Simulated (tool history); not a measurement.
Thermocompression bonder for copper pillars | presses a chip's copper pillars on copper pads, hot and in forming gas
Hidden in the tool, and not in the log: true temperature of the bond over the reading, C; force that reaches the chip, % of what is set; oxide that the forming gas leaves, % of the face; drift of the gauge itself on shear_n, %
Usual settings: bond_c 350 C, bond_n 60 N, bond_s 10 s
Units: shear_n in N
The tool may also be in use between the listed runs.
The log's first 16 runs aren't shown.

run     day  bond_c  bond_n  bond_s  hours of work since the heater was calibrated  hours of work since the force cell was calibrated  hours of work since the gas filter was changed  shear_n
 17  43.471     350      60      10                                            156                                               1421                                              62       47
 18  44.975     350      60      10                                            171                                               1436                                              78     46.1
     46.829  -- force cell calibrated
 19  48.779     350      60      10                                            209                                                 20                                             115     45.4
 20  52.321     350      60      10                                            245                                                 56                                             151       45
 21  55.962     350      40      10                                            282                                                 92                                             188     27.3
 22  59.346     352      60       6                                            316                                                126                                             222     36.9
 23   61.25     367      50      21                                            335                                                146                                             241     58.1
 24  64.979     367      47       9                                            373                                                183                                             279       40
 25   66.75     367      47       9                                            391                                                201                                             297     39.6
 26  68.742     367      47       9                                            411                                                221                                             317     40.8
     71.192  -- forming gas filter changed
 27  71.462     357      84      10                                            438                                                249                                               3     68.6
 28  73.925     350      45       6                                            463                                                274                                              28     25.7
 29  76.471     321      60      10                                            489                                                299                                              53       30
 30  79.612     373      36      16                                            521                                                331                                              85     39.5
 31  82.708     335      38      21                                            552                                                362                                             116     29.2
 32  84.583     337      82      22                                            571                                                381                                             135     69.6
 33  87.875     350      60      15                                            604                                                415                                             169       54
 34  90.742     343      60       6                                            633                                                444                                             198     33.9
 35  93.979     343      60       6                                            666                                                476                                             230     33.4
 36  95.529     343      60       6                                            681                                                492                                             246     33.6
 37  97.854     343      60       6                                            705                                                515                                             269     34.1
 38  99.667     343      60       6                                            723                                                534                                             288     33.5

4 ways to go on from here, each from the tool as it stands after run 38. What would each give?
  A  102.921     367      60      20                                            756                                                567                                             321        ?
  B  102.921     357      42      13                                            756                                                567                                             321        ?
  C  102.921     350      51      18                                            756                                                567                                             321        ?
  D  102.921     343      62      15                                            756                                                567                                             321        ?

run  shear_n
  A     67.5
  B     35.5
  C     46.3
  D     50.4
Without the tool's hidden state the same runs would have given:
run  shear_n
  A     68.3
  B     36.1
  C       47
  D     51.1
